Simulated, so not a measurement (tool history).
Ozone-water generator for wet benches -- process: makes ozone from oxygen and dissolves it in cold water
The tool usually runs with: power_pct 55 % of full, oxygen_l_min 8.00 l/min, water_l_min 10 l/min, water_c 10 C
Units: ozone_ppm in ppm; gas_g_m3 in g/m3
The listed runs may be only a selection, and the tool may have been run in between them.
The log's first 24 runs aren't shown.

run    hour  power_pct  oxygen_l_min  water_l_min  water_c  hours of work since the electrodes were changed  hours of work since the contactor was cleaned  hours of work since the thermometer was calibrated  ozone_ppm  gas_g_m3
 25  1769.4         62          8.49            6       13                                             2716                                           4554                                                1914       53.4     198.3
 26  1870.3         62          5.48            6       13                                             2800                                           4639                                                1999       59.9     252.4
 27  1929.7         62          5.48            6       13                                             2850                                           4689                                                2049       60.9     253.3
 28  1999.1         48          9.47            6        7                                             2909                                           4747                                                2107       48.9     153.8
 29  2086.8         48          9.47            6        7                                             2983                                           4821                                                2181       48.9     155.1
 30  2166.3         48          9.47            6        7                                             3049                                           4888                                                2248       48.7     153.7
 31  2242.9         48          9.47            6        7                                             3114                                           4952                                                2312       48.1     154.5
 32  2322.3         48          9.47            6        7                                             3181                                           5019                                                2379       48.9     153.3

5 ways to go on from here, each from the tool as it stands after run 32. What would each give?
  A  2397.9         55          8.00            9        5                                             3244                                           5082                                                2443          ?         ?
  B  2397.9         55          8.00           15       10                                             3244                                           5082                                                2443          ?         ?
  C  2397.9         46          8.00            6       10                                             3244                                           5082                                                2443          ?         ?
  D  2397.9         48          8.44            6        7                                             3244                                           5082                                                2443          ?         ?
  E  2397.9         98          8.00           10       10                                             3244                                           5082                                                2443          ?         ?

run  ozone_ppm  gas_g_m3
  A       47.1     183.7
  B       29.0     182.5
  C       46.0     162.5
  D       50.4     162.8
  E       58.9     278.4
The same runs, with their run-to-run variation unchanged, on a tool lacking any hidden condition would have given:
run  ozone_ppm  gas_g_m3
  A       56.2     206.1
  B       35.5     205.1
  C       52.7     179.0
  D       57.9     180.1
  E       75.1     332.4
